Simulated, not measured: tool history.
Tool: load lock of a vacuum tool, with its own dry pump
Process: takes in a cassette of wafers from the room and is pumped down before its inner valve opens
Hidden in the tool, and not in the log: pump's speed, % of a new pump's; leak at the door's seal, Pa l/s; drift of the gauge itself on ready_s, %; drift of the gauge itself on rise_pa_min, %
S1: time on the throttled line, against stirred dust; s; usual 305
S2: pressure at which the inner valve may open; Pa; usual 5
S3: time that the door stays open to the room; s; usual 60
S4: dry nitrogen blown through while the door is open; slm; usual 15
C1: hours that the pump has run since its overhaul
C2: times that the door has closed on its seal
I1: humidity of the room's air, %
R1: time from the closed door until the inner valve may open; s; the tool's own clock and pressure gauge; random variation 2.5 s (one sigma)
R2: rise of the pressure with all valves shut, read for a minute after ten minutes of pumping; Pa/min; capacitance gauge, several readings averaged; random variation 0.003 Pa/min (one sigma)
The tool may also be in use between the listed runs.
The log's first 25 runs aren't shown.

run	hour	S1	S2	S3	S4	C1	C2	I1	R1	R2
26	1716.4	610	5	35	9	2894	18528	43.4	676.1	0.053
27	1796.9	305	5	60	19	2974	18911	46.4	410.4	0.054
28	1848.3	305	9	60	15	3026	19157	47.5	397.8	0.06
29	1909.4	507	9	60	33	3087	19448	46.1	586.7	0.053
30	1951.7	176	10	130	22	3129	19649	43.5	286.2	0.051
31	2032.5	415	5	113	26	3210	20034	43.3	516.4	0.066
32	2104.1	167	5	113	29	3282	20376	46.4	287.9	0.058
33	2185.5	167	5	113	29	3363	20764	44.6	286.8	0.053
34	2257.7	167	5	113	29	3435	21108	46.2	286.7	0.055
35	2317	167	5	113	29	3494	21391	42.2	287.4	0.06
36	2394.6	305	5	33	15	3572	21760	43.4	409.3	0.059
37	2479.8	305	5	33	15	3657	22167	42.2	411.4	0.061

Forecast each of these 4 alternatives for the next run:
A	2532.1	566	7	89	15	3710	22416	44.2	?	?
B	2532.1	305	8	43	15	3710	22416	43.2	?	?
C	2532.1	305	5	41	15	3710	22416	45	?	?
D	2532.1	305	8	43	22	3710	22416	47.8	?	?

run	R1	R2
A	644.6	0.073
B	405.8	0.065
C	411.1	0.064
D	405.1	0.062
Without the tool's hidden state the same runs would have given:
run	R1	R2
A	641.7	0.034
B	402.4	0.026
C	407.1	0.025
D	401.6	0.023
